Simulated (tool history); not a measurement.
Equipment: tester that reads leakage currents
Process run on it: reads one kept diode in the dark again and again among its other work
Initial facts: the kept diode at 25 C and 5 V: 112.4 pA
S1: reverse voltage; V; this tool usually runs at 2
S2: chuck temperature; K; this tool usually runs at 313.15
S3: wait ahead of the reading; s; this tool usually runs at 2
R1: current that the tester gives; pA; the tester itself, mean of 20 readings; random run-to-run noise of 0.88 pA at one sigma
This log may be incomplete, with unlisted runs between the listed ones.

Run 1, hour 0: usual settings. Result: R1 291.31 pA.
Run 2, hour 253.9: usual settings but S1 3.34 V. Result: R1 350.4 pA.
Run 3, hour 423.7: usual settings but S1 3.34 V. Result: R1 347.09 pA.
Run 4, hour 627.3: usual settings but S2 295.15 K. Result: R1 58.69 pA.
Run 5, hour 754.2: usual settings. Result: R1 280.65 pA.
Run 6, hour 981.1: usual settings. Result: R1 276.83 pA.
Run 7, hour 1121.5: usual settings but S2 312.15 K. Result: R1 252.84 pA.
Run 8, hour 1350.7: usual settings but S2 312.15 K. Result: R1 251.05 pA.

Predict the results of run 9:
At hour 1373: probe card cleaned and baked.
Run 9, hour 1580.7: usual settings but S2 312.15 K. Result: R1 ?.

Run 9 yielded R1 250.51 pA.
On a tool with no hidden condition, and with the same random variation, this run would have come out at R1 269.7 pA.

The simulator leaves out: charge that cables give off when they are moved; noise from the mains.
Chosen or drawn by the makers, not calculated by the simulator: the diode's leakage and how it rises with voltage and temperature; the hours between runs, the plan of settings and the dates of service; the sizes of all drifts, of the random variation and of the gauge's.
